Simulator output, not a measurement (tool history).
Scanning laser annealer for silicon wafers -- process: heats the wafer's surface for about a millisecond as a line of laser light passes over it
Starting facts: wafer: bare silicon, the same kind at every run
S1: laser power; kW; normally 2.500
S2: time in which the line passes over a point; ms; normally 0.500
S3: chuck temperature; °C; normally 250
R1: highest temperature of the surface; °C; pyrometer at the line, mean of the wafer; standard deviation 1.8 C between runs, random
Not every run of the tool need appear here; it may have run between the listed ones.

run,day,S1,S2,S3,R1
1,0.000,2.500,0.500,250,1035
2,1.250,2.500,0.500,250,1036
3,2.092,2.716,0.500,250,1119
4,2.692,2.500,0.500,252,1036
5,3.579,2.500,0.500,250,1034
6,4.438,2.500,0.500,250,1033
7,5.621,2.500,0.500,210,996
8,6.317,2.500,0.500,210,994
9,7.633,2.500,0.500,210,993
10,8.396,2.500,0.500,210,993
# day 9.162: optics aligned, line set to its width
11,9.900,2.281,0.470,281,963
12,10.904,2.281,0.475,249,933

Below are 3 alternative next runs, each starting from the tool's condition after run 12. Predict each:
A,12.179,2.500,0.478,250,?
B,12.179,2.170,0.612,230,?
C,12.179,2.500,0.609,250,?

run,R1
A,1021
B,951
C,1109
Had the tool no hidden state, the same runs would have come out as:
run,R1
A,1021
B,952
C,1109

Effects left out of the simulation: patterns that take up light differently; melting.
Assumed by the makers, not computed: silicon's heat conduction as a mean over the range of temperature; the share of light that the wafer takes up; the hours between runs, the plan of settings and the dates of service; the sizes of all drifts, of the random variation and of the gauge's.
